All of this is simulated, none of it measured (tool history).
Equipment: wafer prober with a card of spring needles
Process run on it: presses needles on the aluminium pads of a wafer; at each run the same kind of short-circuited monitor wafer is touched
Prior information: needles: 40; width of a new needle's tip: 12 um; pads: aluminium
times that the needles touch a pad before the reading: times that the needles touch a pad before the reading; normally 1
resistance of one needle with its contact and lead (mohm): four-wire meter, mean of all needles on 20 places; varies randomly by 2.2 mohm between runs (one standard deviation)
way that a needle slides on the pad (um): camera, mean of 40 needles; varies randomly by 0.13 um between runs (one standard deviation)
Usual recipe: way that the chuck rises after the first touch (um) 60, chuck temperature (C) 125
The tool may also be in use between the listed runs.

run	hour	way that the chuck rises after the first touch (um)	chuck temperature (C)	times that the needles touch a pad before the reading	resistance of one needle with its contact and lead (mohm)	way that a needle slides on the pad (um)
1	0.0	60	125	1	245	10.99
# hour 5.2: tips cleaned on abrasive film
# hour 12.2: tips cleaned on abrasive film
# hour 19.2: tips cleaned on abrasive film
# hour 27.8: tips cleaned on abrasive film
2	32.3	60	125	1	244	11.09
# hour 35.8: tips cleaned on abrasive film
# hour 42.8: tips cleaned on abrasive film
# hour 51.4: tips cleaned on abrasive film
3	53.5	60	125	1	250	10.93
# hour 58.7: tips cleaned on abrasive film
# hour 67.4: tips cleaned on abrasive film
# hour 76.1: tips cleaned on abrasive film
# hour 84.7: tips cleaned on abrasive film
# hour 93.4: tips cleaned on abrasive film
4	97.5	60	125	1	247	10.92
# hour 101.1: tips cleaned on abrasive film
# hour 109.8: tips cleaned on abrasive film
# hour 118.4: tips cleaned on abrasive film
# hour 126.6: tips cleaned on abrasive film
5	126.6	60	125	1	244	11.02
# hour 133.5: tips cleaned on abrasive film
# hour 142.2: tips cleaned on abrasive film
# hour 150.9: tips cleaned on abrasive film
# hour 157.8: tips cleaned on abrasive film
6	164.2	60	47	1	224	11.09
# hour 166.1: tips cleaned on abrasive film
# hour 173.0: tips cleaned on abrasive film
# hour 180.0: tips cleaned on abrasive film
# hour 188.7: tips cleaned on abrasive film
# hour 195.6: tips cleaned on abrasive film
# hour 204.3: tips cleaned on abrasive film
7	204.8	60	47	1	227	11.07
# hour 211.8: tips cleaned on abrasive film
# hour 220.5: tips cleaned on abrasive film
# hour 227.4: tips cleaned on abrasive film
# hour 236.1: tips cleaned on abrasive film
8	238.3	48	125	1	240	8.59
# hour 243.5: tips cleaned on abrasive film
# hour 250.5: tips cleaned on abrasive film
# hour 259.1: tips cleaned on abrasive film
# hour 267.8: tips cleaned on abrasive film
9	269.2	48	125	2	252	8.66
# hour 276.2: tips cleaned on abrasive film
# hour 283.2: tips cleaned on abrasive film
# hour 290.1: tips cleaned on abrasive film
# hour 297.1: tips cleaned on abrasive film
# hour 304.0: tips cleaned on abrasive film
10	304.0	60	125	2	242	11.24
# hour 311.0: tips cleaned on abrasive film
# hour 319.7: tips cleaned on abrasive film
# hour 328.4: tips cleaned on abrasive film
11	331.9	60	125	2	245	10.89
# hour 337.1: tips cleaned on abrasive film
# hour 344.0: tips cleaned on abrasive film
# hour 352.7: tips cleaned on abrasive film
12	355.6	60	42	2	222	10.85
# hour 360.9: tips cleaned on abrasive film
# hour 369.6: tips cleaned on abrasive film
# hour 375.0: height of the first contact set anew
# hour 378.5: tips cleaned on abrasive film
13	379.9	60	42	2	226	10.96
# hour 386.8: tips cleaned on abrasive film
# hour 393.8: tips cleaned on abrasive film
# hour 402.4: tips cleaned on abrasive film
# hour 409.4: tips cleaned on abrasive film
14	413.8	60	42	1	222	11.22
# hour 417.4: tips cleaned on abrasive film
# hour 424.3: tips cleaned on abrasive film
# hour 433.0: tips cleaned on abrasive film
# hour 441.7: tips cleaned on abrasive film
# hour 450.3: tips cleaned on abrasive film
15	450.4	49	42	1	225	9.10
# hour 457.4: tips cleaned on abrasive film
# hour 466.0: tips cleaned on abrasive film
# hour 473.0: tips cleaned on abrasive film
# hour 481.7: tips cleaned on abrasive film
16	481.9	42	27	1	225	7.99
# hour 488.9: tips cleaned on abrasive film
# hour 497.5: tips cleaned on abrasive film
# hour 504.5: tips cleaned on abrasive film
# hour 513.2: tips cleaned on abrasive film
# hour 521.8: tips cleaned on abrasive film
17	521.8	60	125	1	244	10.96
# hour 528.7: tips cleaned on abrasive film
# hour 537.4: tips cleaned on abrasive film
# hour 546.1: tips cleaned on abrasive film
18	548.8	60	125	1	246	11.04
# hour 554.1: tips cleaned on abrasive film
# hour 561.0: tips cleaned on abrasive film
# hour 569.7: tips cleaned on abrasive film
# hour 578.4: tips cleaned on abrasive film
# hour 585.3: tips cleaned on abrasive film
19	589.5	60	125	1	247	11.03
# hour 593.0: tips cleaned on abrasive film
# hour 601.7: tips cleaned on abrasive film
# hour 610.4: tips cleaned on abrasive film
# hour 617.3: tips cleaned on abrasive film
# hour 624.3: tips cleaned on abrasive film
20	628.1	60	29	1	220	10.90
# hour 631.6: tips cleaned on abrasive film
# hour 638.6: tips cleaned on abrasive film
# hour 645.5: tips cleaned on abrasive film
# hour 654.2: tips cleaned on abrasive film
# hour 662.9: tips cleaned on abrasive film
21	667.9	60	29	1	221	11.14
# hour 671.4: tips cleaned on abrasive film
# hour 680.1: tips cleaned on abrasive film
# hour 688.7: tips cleaned on abrasive film
# hour 697.4: tips cleaned on abrasive film
# hour 704.4: tips cleaned on abrasive film
22	708.5	60	111	2	242	11.04
# hour 712.0: tips cleaned on abrasive film
# hour 719.0: tips cleaned on abrasive film
# hour 727.7: tips cleaned on abrasive film
# hour 734.6: tips cleaned on abrasive film
# hour 742.0: tips cleaned on abrasive film
23	742.0	60	35	3	221	11.06
# hour 748.9: tips cleaned on abrasive film
# hour 755.9: tips cleaned on abrasive film
# hour 762.9: tips cleaned on abrasive film
24	767.1	56	37	1	221	10.18
# hour 770.7: tips cleaned on abrasive film
# hour 777.6: tips cleaned on abrasive film
# hour 786.3: tips cleaned on abrasive film
25	788.7	51	74	1	232	9.52
# hour 794.0: tips cleaned on abrasive film
# hour 802.7: tips cleaned on abrasive film
# hour 809.6: tips cleaned on abrasive film
26	810.6	59	47	3	223	10.97

Branching from run 26: 4 alternative next runs. What would each branch give?
# hour 817.6: tips cleaned on abrasive film
# hour 824.5: tips cleaned on abrasive film
# hour 833.2: tips cleaned on abrasive film
A	838.6	57	47	3	?	?
# hour 817.6: tips cleaned on abrasive film
# hour 824.5: tips cleaned on abrasive film
# hour 833.2: tips cleaned on abrasive film
B	838.6	77	70	1	?	?
# hour 817.6: tips cleaned on abrasive film
# hour 824.5: tips cleaned on abrasive film
# hour 833.2: tips cleaned on abrasive film
C	838.6	59	27	1	?	?
# hour 817.6: tips cleaned on abrasive film
# hour 824.5: tips cleaned on abrasive film
# hour 833.2: tips cleaned on abrasive film
D	838.6	59	31	1	?	?

run	resistance of one needle with its contact and lead (mohm)	way that a needle slides on the pad (um)
A	226	10.50
B	228	14.14
C	218	10.71
D	222	10.50
Take away the tool's hidden state, keep each run's random variation, and the runs would have read:
run	resistance of one needle with its contact and lead (mohm)	way that a needle slides on the pad (um)
A	226	10.53
B	227	14.17
C	217	10.74
D	221	10.53

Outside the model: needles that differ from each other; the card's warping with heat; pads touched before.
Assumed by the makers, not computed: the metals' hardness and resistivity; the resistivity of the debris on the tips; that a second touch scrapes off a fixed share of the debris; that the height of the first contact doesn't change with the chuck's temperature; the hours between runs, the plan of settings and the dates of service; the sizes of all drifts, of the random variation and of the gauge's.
